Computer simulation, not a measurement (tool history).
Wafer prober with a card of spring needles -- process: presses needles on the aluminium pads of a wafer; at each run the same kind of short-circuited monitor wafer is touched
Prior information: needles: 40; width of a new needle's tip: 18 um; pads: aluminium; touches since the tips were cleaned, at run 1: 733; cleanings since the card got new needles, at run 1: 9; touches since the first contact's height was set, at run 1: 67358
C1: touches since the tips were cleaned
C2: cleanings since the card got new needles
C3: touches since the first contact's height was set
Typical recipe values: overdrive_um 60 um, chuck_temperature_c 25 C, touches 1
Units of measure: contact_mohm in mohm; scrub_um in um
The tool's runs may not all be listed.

Run 1, hour 0: usual settings; C1 733; C2 9; C3 67358. Result: contact_mohm 260 mohm, scrub_um 10.42 um.
Run 2, hour 12.1: usual settings but touches 2; C1 4200; C2 9; C3 70825. Result: contact_mohm 304 mohm, scrub_um 10.42 um.
At hour 14.5: height of the first contact set anew.
At hour 21.7: tips cleaned on abrasive film.
Run 3, hour 25.6: usual settings but touches 2; C1 1109; C2 10; C3 3157. Result: contact_mohm 251 mohm, scrub_um 10.51 um.
Run 4, hour 32.1: usual settings but touches 2; C1 2957; C2 10; C3 5005. Result: contact_mohm 286 mohm, scrub_um 10.53 um.
Run 5, hour 43.6: usual settings but touches 2; C1 6255; C2 10; C3 8303. Result: contact_mohm 305 mohm, scrub_um 10.52 um.
At hour 46.4: tips cleaned on abrasive film.
Run 6, hour 54.7: usual settings but chuck_temperature_c 31 C; C1 2360; C2 11; C3 11418. Result: contact_mohm 321 mohm, scrub_um 10.53 um.
Run 7, hour 64.2: usual settings but chuck_temperature_c 31 C; C1 5099; C2 11; C3 14157. Result: contact_mohm 369 mohm, scrub_um 10.51 um.
At hour 71.2: tips cleaned on abrasive film.
Run 8, hour 78.9: usual settings but chuck_temperature_c 31 C; C1 2201; C2 12; C3 18302. Result: contact_mohm 318 mohm, scrub_um 10.5 um.
Run 9, hour 93.3: usual settings but chuck_temperature_c 31 C; C1 6312; C2 12; C3 22413. Result: contact_mohm 379 mohm, scrub_um 10.49 um.
At hour 95.6: tips cleaned on abrasive film.
Run 10, hour 102.9: usual settings but chuck_temperature_c 31 C; C1 2105; C2 13; C3 25146. Result: contact_mohm 319 mohm, scrub_um 10.47 um.
Run 11, hour 108.9: usual settings; C1 3810; C2 13; C3 26851. Result: contact_mohm 357 mohm, scrub_um 10.47 um.
Run 12, hour 115.5: usual settings but overdrive_um 44 um; C1 5696; C2 13; C3 28737. Result: contact_mohm 514 mohm, scrub_um 7.66 um.
At hour 120: tips cleaned on abrasive film.
Run 13, hour 126.3: usual settings but overdrive_um 44 um; C1 1799; C2 14; C3 31792. Result: contact_mohm 390 mohm, scrub_um 7.66 um.
Run 14, hour 138.9: usual settings but overdrive_um 44 um; C1 5385; C2 14; C3 35378. Result: contact_mohm 509 mohm, scrub_um 7.63 um.
At hour 144.6: tips cleaned on abrasive film.
Run 15, hour 148.4: usual settings but overdrive_um 44 um, touches 2; C1 1073; C2 15; C3 38069. Result: contact_mohm 292 mohm, scrub_um 7.65 um.
Run 16, hour 155.4: usual settings but overdrive_um 59 um, chuck_temperature_c 92 C; C1 3075; C2 15; C3 40071. Result: contact_mohm 346 mohm, scrub_um 10.29 um.
Run 17, hour 167.4: usual settings but overdrive_um 59 um, chuck_temperature_c 92 C; C1 6495; C2 15; C3 43491. Result: contact_mohm 394 mohm, scrub_um 10.3 um.
At hour 168.7: tips cleaned on abrasive film.
Run 18, hour 176.2: usual settings but overdrive_um 59 um, chuck_temperature_c 92 C; C1 2145; C2 16; C3 45985. Result: contact_mohm 329 mohm, scrub_um 10.27 um.
Run 19, hour 186.2: usual settings but chuck_temperature_c 76 C; C1 4993; C2 16; C3 48833. Result: contact_mohm 372 mohm, scrub_um 10.44 um.
At hour 192.8: tips cleaned on abrasive film.
Run 20, hour 194.4: usual settings but overdrive_um 73 um; C1 435; C2 17; C3 51147. Result: contact_mohm 234 mohm, scrub_um 12.71 um.
Run 21, hour 205.9: usual settings but overdrive_um 61 um, touches 2; C1 3738; C2 17; C3 54450. Result: contact_mohm 290 mohm, scrub_um 10.62 um.

Below are 5 alternative next runs, each starting from the tool's condition after run 21. Predict each:
Run A, hour 212.1: usual settings but overdrive_um 76 um, chuck_temperature_c 43 C, touches 2; C1 5503; C2 17; C3 56215. Result: contact_mohm ?, scrub_um ?.
Run B, hour 212.1: usual settings but overdrive_um 77 um, touches 3; C1 5503; C2 17; C3 56215. Result: contact_mohm ?, scrub_um ?.
Run C, hour 212.1: usual settings but overdrive_um 61 um, chuck_temperature_c 29 C, touches 2; C1 5503; C2 17; C3 56215. Result: contact_mohm ?, scrub_um ?.
Run D, hour 212.1: usual settings but overdrive_um 61 um, chuck_temperature_c 31 C, touches 2; C1 5503; C2 17; C3 56215. Result: contact_mohm ?, scrub_um ?.
Run E, hour 212.1: usual settings but overdrive_um 61 um, chuck_temperature_c 93 C, touches 2; C1 5503; C2 17; C3 56215. Result: contact_mohm ?, scrub_um ?.

run  contact_mohm  scrub_um
  A           277     13.23
  B           245     13.41
  C           312     10.61
  D           306     10.62
  E           313     10.59
With no hidden state in the tool, these same runs would have given:
run  contact_mohm  scrub_um
  A           211     13.34
  B           205     13.52
  C           213     10.72
  D           209     10.73
  E           224      10.7

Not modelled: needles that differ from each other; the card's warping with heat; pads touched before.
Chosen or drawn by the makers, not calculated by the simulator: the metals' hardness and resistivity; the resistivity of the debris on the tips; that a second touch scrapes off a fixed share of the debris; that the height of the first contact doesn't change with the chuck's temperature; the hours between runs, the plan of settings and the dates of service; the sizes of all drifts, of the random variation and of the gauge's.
